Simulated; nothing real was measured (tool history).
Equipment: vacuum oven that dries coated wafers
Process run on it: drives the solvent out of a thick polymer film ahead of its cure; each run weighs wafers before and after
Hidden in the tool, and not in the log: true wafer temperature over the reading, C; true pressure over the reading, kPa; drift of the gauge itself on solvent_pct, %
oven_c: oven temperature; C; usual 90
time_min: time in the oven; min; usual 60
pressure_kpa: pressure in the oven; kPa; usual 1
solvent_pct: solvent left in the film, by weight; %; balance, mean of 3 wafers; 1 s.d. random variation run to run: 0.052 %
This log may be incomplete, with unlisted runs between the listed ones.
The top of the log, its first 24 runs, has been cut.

run   hour  oven_c  time_min  pressure_kpa  hours of work since the thermocouples were calibrated  hours of work since the vacuum gauge was cleaned of residue  solvent_pct
 25  473.3      85        60             1                                                    539                                                          745         3.11
     476.5  -- vacuum gauge cleaned of residue and calibrated
 26  496.3     102        88             1                                                    551                                                           12          0.4
     513.2  -- vacuum gauge cleaned of residue and calibrated, once more
 27  518.7      84        38             1                                                    564                                                            3         5.18
 28  532.4      76        72             1                                                    572                                                           11         5.16
 29  550.5      76        72             1                                                    582                                                           22         5.07
 30    563     104        65          0.54                                                    590                                                           29         0.18
 31  579.7      88        58          0.65                                                    600                                                           39         2.26
 32  605.1     100        56          2.59                                                    614                                                           54         1.22
 33  627.1     100        56          2.59                                                    627                                                           67         1.13
 34  652.3     100        56          2.59                                                    642                                                           82         1.16
 35  666.8      92        58          2.82                                                    651                                                           91         2.37
 36  684.8      76        79          1.21                                                    661                                                          101         4.85

Consider 5 possible next runs. They are alternatives, not a sequence: every one starts from the tool as it was left by run 36. What does each give?
  A  708.2      92        30           1.3                                                    675                                                          115            ?
  B  708.2      91        73          1.26                                                    675                                                          115            ?
  C  708.2      90        60          1.07                                                    675                                                          115            ?
  D  708.2      90        68           1.4                                                    675                                                          115            ?
  E  708.2      83        81          3.12                                                    675                                                          115            ?

run  solvent_pct
  A         3.99
  B         1.35
  C          1.9
  D         1.69
  E         3.82
What these runs would have given with no unlogged condition in the tool:
run  solvent_pct
  A          3.4
  B         1.07
  C         1.51
  D         1.34
  E         3.26
